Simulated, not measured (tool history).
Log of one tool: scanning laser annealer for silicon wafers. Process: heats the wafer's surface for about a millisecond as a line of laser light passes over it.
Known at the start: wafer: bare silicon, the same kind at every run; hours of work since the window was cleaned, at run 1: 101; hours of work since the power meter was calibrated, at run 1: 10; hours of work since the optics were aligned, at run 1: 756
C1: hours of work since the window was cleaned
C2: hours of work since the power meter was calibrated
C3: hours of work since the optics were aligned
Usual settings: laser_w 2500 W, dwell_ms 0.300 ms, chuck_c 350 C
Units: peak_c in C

run 1 hour=0.0 | laser_w=2500 dwell_ms=0.300 chuck_c=350 | C1=101 C2=10 C3=756 | peak_c=1073
run 2 hour=22.3 | laser_w=2500 dwell_ms=0.251 chuck_c=350 | C1=115 C2=23 C3=770 | peak_c=1011
run 3 hour=65.5 | laser_w=2258 dwell_ms=0.300 chuck_c=350 | C1=142 C2=50 C3=797 | peak_c=983
run 4 hour=102.2 | laser_w=2500 dwell_ms=0.300 chuck_c=350 | C1=165 C2=73 C3=820 | peak_c=1070
run 5 hour=131.6 | laser_w=2500 dwell_ms=0.300 chuck_c=350 | C1=184 C2=92 C3=839 | peak_c=1068
run 6 hour=163.0 | laser_w=2500 dwell_ms=0.300 chuck_c=350 | C1=203 C2=111 C3=858 | peak_c=1067
run 7 hour=187.1 | laser_w=2500 dwell_ms=0.300 chuck_c=350 | C1=218 C2=126 C3=873 | peak_c=1066
run 8 hour=241.0 | laser_w=2500 dwell_ms=0.300 chuck_c=350 | C1=252 C2=160 C3=907 | peak_c=1064
run 9 hour=292.4 | laser_w=2204 dwell_ms=0.241 chuck_c=353 | C1=284 C2=192 C3=939 | peak_c=900
run 10 hour=319.6 | laser_w=2204 dwell_ms=0.241 chuck_c=353 | C1=301 C2=209 C3=956 | peak_c=900
run 11 hour=373.8 | laser_w=2600 dwell_ms=0.266 chuck_c=353 | C1=335 C2=243 C3=990 | peak_c=1051
run 12 hour=409.1 | laser_w=2264 dwell_ms=0.300 chuck_c=369 | C1=357 C2=265 C3=1012 | peak_c=995
run 13 hour=457.9 | laser_w=2549 dwell_ms=0.288 chuck_c=374 | C1=387 C2=295 C3=1042 | peak_c=1082

The next listed run, before its measurement:
-- hour=490.9 optics aligned, line set to its width
run 14 hour=516.4 | laser_w=2549 dwell_ms=0.288 chuck_c=374 | C1=421 C2=329 C3=16 | peak_c=?

peak_c: 1091 C
Without the tool's hidden state the same run would have given peak_c 1111 C.

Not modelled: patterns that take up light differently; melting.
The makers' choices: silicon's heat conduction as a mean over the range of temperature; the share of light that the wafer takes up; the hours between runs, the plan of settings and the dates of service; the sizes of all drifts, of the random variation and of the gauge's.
